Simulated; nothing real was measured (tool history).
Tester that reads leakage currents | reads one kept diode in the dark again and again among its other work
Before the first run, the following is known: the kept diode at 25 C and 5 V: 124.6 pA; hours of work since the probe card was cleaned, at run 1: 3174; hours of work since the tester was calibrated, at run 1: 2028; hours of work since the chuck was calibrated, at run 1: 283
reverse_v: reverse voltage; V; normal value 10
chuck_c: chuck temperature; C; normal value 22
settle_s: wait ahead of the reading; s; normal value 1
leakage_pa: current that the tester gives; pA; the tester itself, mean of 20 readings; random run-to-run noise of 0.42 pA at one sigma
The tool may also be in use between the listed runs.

run    hour  reverse_v  chuck_c  settle_s  hours of work since the probe card was cleaned  hours of work since the tester was calibrated  hours of work since the chuck was calibrated  leakage_pa
  1       0         10       22         1                                            3174                                           2028                                           283      140.52
       23.9  -- probe card cleaned and baked
      168.2  -- tester calibrated
  2   213.3        2.6       22         1                                             139                                             33                                           437       64.19
  3   356.4        2.6       22         1                                             244                                            139                                           543       63.53
  4   472.6        2.6       22         1                                             330                                            225                                           629       62.98
  5   610.4         10       44         1                                             432                                            327                                           731      887.33
  6   752.1         10       44         1                                             537                                            432                                           836      881.18
  7   876.3         10       20         1                                             629                                            523                                           927      107.13
  8  1100.7        4.1       24         1                                             794                                            689                                          1093       93.82
  9  1208.5        4.1       24         1                                             874                                            769                                          1173       93.34
 10  1359.2        4.1       24         1                                             986                                            880                                          1284       92.49
 11  1462.6        2.7       31      0.81                                            1062                                            957                                          1361      137.85
     1552.3  -- chuck's temperature calibrated
 12  1673.8        2.7       31      1.96                                            1217                                           1111                                            90      154.34

3 ways to go on from here, each from the tool as it stands after run 12. What would each give?
  A  1878.3         10       58         1                                            1368                                           1263                                           241           ?
  B  1878.3        2.7       52      5.99                                            1368                                           1263                                           241           ?
  C  1878.3       13.9       59      6.17                                            1368                                           1263                                           241           ?

run  leakage_pa
  A     2783.44
  B      872.05
  C     3597.57
Without the tool's unlogged condition, the same runs would have read:
run  leakage_pa
  A     2783.06
  B      872.36
  C     3596.77

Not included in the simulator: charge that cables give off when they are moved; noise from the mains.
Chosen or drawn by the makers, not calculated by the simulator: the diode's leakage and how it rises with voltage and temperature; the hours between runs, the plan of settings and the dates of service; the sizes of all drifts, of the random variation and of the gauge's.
